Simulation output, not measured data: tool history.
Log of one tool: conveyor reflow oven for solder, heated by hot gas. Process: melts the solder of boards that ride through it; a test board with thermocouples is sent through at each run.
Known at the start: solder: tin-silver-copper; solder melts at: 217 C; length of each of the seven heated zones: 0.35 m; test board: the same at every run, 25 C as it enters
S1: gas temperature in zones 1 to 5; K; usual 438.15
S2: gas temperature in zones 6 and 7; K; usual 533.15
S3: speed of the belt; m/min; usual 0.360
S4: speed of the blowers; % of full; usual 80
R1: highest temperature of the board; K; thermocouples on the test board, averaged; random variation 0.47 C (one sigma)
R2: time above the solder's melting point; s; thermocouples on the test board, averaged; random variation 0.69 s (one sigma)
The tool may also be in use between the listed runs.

run   hour      S1      S2     S3  S4      R1     R2
  1    0.0  438.15  533.15  0.360  80  517.45   76.1
  2   14.7  438.15  533.15  0.360  80  518.15   77.1
  3   39.7  438.15  533.15  0.360  80  517.55   76.0
  4   54.3  438.15  533.15  0.360  80  517.35   76.4
  5   71.0  438.15  533.15  0.360  80  517.45   76.2
  6   87.3  438.15  533.15  0.360  80  517.35   75.2
  7  105.1  438.15  533.15  0.360  80  517.15   75.9
  8  129.3  438.15  533.15  0.360  80  517.65   75.5
  9  140.9  438.15  533.15  0.360  80  517.05   75.9
 10  154.9  438.15  533.15  0.360  80  518.15   75.8
 11  179.6  438.15  533.15  0.360  80  517.35   75.2
 12  200.2  438.15  533.15  0.360  80  517.35   74.6
     207.3  -- flux residue cleaned out of gas plates and filters
 13  228.0  438.15  533.15  0.360  80  516.15   73.1
 14  248.7  438.15  533.15  0.360  80  515.75   73.1
 15  264.3  438.15  533.15  0.360  80  515.65   72.5
 16  285.4  438.15  543.15  0.360  80  525.65   83.8
 17  299.7  438.15  543.15  0.360  80  525.05   83.2
 18  311.5  438.15  526.15  0.360  74  508.95   59.6
     341.9  -- flux residue cleaned out of gas plates and filters, once more
 19  341.9  438.15  526.15  0.360  74  511.15   67.2
 20  367.3  438.15  526.15  0.360  74  511.55   67.4
 21  383.5  438.15  526.15  0.360  74  511.65   66.6
 22  394.3  441.15  547.15  0.360  72  529.55   91.8
 23  419.0  438.15  533.15  0.381  80  516.95   70.7
 24  434.5  438.15  533.15  0.381  80  516.55   69.6
 25  457.8  426.15  533.15  0.376  69  512.05   59.2
 26  471.8  426.15  533.15  0.376  69  512.95   58.9
 27  482.4  438.15  545.15  0.360  80  529.45   89.3
 28  498.7  436.15  536.15  0.395  60  512.35   58.2
 29  519.1  436.15  536.15  0.301  88  526.15  107.9
 30  544.2  430.15  536.15  0.301  88  525.85  101.9
 31  565.2  438.15  533.15  0.360  66  514.55   70.7
 32  580.2  444.15  533.15  0.340  72  519.25   86.8

Some steps in R1 between neighbouring runs. How much of each would the tool show without its hidden state too (settings, what came in, random variation), and how much is left for the hidden state, with any gauge scatter that isn't in both results?
The hidden state here: heat that the gas passes to the board, % of a clean oven's; belt's true speed, % of the reading; true gas temperature in zones 6 and 7 over the reading, C; drift of the gauge itself on peak_c, C; drift of the gauge itself on liquid_s, %.
Run 12 -> 13: flux residue cleaned out of gas plates and filters. R1 -1.20 K: hidden state -0.70, all else -0.50.
Run 15 -> 16: S2 533.15 -> 543.15. R1 +10.00 K: hidden state -0.40, all else +10.40.
Run 18 -> 19: flux residue cleaned out of gas plates and filters, once more. R1 +2.20 K: hidden state +3.00, all else -0.80.
Run 21 -> 22: S1 438.15 -> 441.15, S2 526.15 -> 547.15, S4 74 -> 72. R1 +17.90 K: hidden state -0.10, all else +18.00.
Run 26 -> 27: S1 426.15 -> 438.15, S2 533.15 -> 545.15, S3 0.376 -> 0.360, S4 69 -> 80. R1 +16.50 K: hidden state -0.20, all else +16.70.
Run 27 -> 28: S1 438.15 -> 436.15, S2 545.15 -> 536.15, S3 0.360 -> 0.395, S4 80 -> 60. R1 -17.10 K: hidden state +0.20, all else -17.30.
